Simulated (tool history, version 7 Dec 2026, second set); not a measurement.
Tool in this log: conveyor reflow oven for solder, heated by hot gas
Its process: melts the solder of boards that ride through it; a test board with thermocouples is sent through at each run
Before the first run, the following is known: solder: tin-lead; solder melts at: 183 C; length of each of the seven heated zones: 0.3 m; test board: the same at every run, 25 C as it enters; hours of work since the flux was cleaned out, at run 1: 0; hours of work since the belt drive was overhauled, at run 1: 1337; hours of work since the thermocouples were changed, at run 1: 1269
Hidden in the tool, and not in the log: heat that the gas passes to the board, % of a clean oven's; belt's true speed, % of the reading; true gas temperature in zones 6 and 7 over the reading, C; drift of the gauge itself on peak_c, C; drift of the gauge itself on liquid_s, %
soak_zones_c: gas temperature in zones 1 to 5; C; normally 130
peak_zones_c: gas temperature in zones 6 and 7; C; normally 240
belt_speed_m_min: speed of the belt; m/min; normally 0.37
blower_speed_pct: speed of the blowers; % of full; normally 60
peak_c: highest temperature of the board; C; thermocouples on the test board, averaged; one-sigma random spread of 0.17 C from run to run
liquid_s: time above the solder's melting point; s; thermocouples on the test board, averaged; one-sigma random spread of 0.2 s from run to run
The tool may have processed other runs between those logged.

run,hour,soak_zones_c,peak_zones_c,belt_speed_m_min,blower_speed_pct,hours of work since the flux was cleaned out,hours of work since the belt drive was overhauled,hours of work since the thermocouples were changed,peak_c,liquid_s
1,0,130,240,0.37,60,0,1337,1269,227.7,80.3
2,67.9,130,240,0.37,60,45,1382,1315,227.4,80.6
3,143.1,130,228,0.37,60,95,1432,1365,216.5,70.6
# hour 153: belt drive overhauled, speed set with a stopwatch
4,212.3,130,228,0.37,60,138,39,1408,215.6,68.8
5,278.1,130,228,0.37,60,182,83,1452,215.4,68.4
# hour 320.9: flux residue cleaned out of gas plates and filters
# hour 345.6: thermocouples of zones 6 and 7 changed
6,345.6,130,254,0.37,60,15,123,0,237.3,85.6
7,385.3,130,254,0.37,60,41,150,26,237.2,85.4
8,429.1,130,254,0.37,60,71,179,55,236.9,85.7
9,481.3,130,254,0.37,55,105,214,90,235.3,84.7
10,542.3,130,254,0.37,55,146,254,131,235.4,84.7
11,601.4,130,254,0.37,55,185,293,170,235.2,84.6
# hour 637.4: flux residue cleaned out of gas plates and filters
12,664.7,130,244,0.37,55,18,332,209,227.3,79.1
13,726.2,130,244,0.37,55,59,373,250,227,79
14,794.6,130,241,0.37,60,105,418,295,225.6,77.7
15,828.3,130,240,0.37,60,127,441,318,224.5,76.6

What will run 16 give?
16,861.8,120,252,0.372,82,149,463,340,?,?

Run 16 gave peak_c 239 C, liquid_s 83.6 s.
Had the tool carried no hidden state, the very same run would have given peak_c 239.4 C, liquid_s 83.4 s.
